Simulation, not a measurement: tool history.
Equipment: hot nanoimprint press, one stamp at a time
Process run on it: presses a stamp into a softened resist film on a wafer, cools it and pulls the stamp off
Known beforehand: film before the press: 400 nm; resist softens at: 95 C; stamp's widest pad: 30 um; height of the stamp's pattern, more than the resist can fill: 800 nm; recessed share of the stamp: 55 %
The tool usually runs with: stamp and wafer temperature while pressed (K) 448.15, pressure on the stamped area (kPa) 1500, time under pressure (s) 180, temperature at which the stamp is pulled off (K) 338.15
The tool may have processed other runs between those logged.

run,hour,stamp and wafer temperature while pressed (K),pressure on the stamped area (kPa),time under pressure (s),temperature at which the stamp is pulled off (K),resist left under the stamp's widest pad (angstrom),greatest force while the stamp is pulled off (N)
1,0,448.15,1500,180,338.15,2233,97
2,8.7,448.15,1500,180,338.15,2244,95
3,17.6,448.15,1500,180,338.15,2256,98
4,22.9,448.15,1500,180,338.15,2257,101
5,34.3,448.15,1500,180,338.15,2262,96
6,40.1,460.15,1500,180,338.15,1787,99
7,47.4,460.15,1500,180,338.15,1778,100
8,56.7,448.15,1500,180,338.15,2249,99
9,64.7,446.15,1500,180,338.15,2331,100
10,69.6,457.15,1500,180,338.15,1881,100
11,78.7,448.15,1500,180,333.15,2244,116
12,85.4,451.15,1500,180,333.15,2135,112
13,96.4,451.15,1500,180,333.15,2148,115
14,102.4,448.15,1210,180,338.15,2509,105
15,108.7,448.15,1210,180,338.15,2513,102
16,118.6,448.15,1050,180,336.15,2625,107
17,127.5,448.15,1050,180,336.15,2663,106
# hour 131.5: plate thermocouple calibrated
18,137.5,448.15,1050,180,336.15,2667,108
19,144.4,448.15,1050,180,336.15,2699,107
20,153.5,448.15,1280,310,336.15,2096,109
21,161.5,448.15,1580,213,336.15,2136,116
# hour 175.2: plate thermocouple calibrated, once more
22,175.9,437.15,1690,143,328.15,2767,134
23,183.7,437.15,1690,143,328.15,2741,130
24,191.2,447.15,1500,180,344.15,2267,85
25,202,447.15,1500,180,344.15,2276,87
26,208.4,443.15,1390,180,341.15,2566,96
27,217.6,451.15,1510,180,338.15,2094,105
28,223.1,451.15,1340,155,325.15,2342,142
29,231.8,451.15,2040,155,342.15,1893,93

Pick out some run-to-run changes in resist left under the stamp's widest pad (angstrom). Of each, how much would a tool without hidden state show as well, from the settings, what came in and chance, and how much is left for the hidden state and any gauge scatter not in both results compared?
Unlogged tool condition in this case: true temperature over the reading, C; pressure that arrives at the usual setting, %; grip of the stamp's worn release coat, % over a new coat's; drift of the gauge itself on residual_nm, %; drift of the gauge itself on pull_off_n, %.
Run 17 -> 18: plate thermocouple calibrated. resist left under the stamp's widest pad (angstrom) +4: hidden state +22, all else -18.
Run 19 -> 20: pressure on the stamped area (kPa) 1050 -> 1280, time under pressure (s) 180 -> 310. resist left under the stamp's widest pad (angstrom) -603: hidden state +0, all else -603.
Run 21 -> 22: stamp and wafer temperature while pressed (K) 448.15 -> 437.15, pressure on the stamped area (kPa) 1580 -> 1690, time under pressure (s) 213 -> 143, temperature at which the stamp is pulled off (K) 336.15 -> 328.15, plate thermocouple calibrated, once more. resist left under the stamp's widest pad (angstrom) +631: hidden state -58, all else +689.

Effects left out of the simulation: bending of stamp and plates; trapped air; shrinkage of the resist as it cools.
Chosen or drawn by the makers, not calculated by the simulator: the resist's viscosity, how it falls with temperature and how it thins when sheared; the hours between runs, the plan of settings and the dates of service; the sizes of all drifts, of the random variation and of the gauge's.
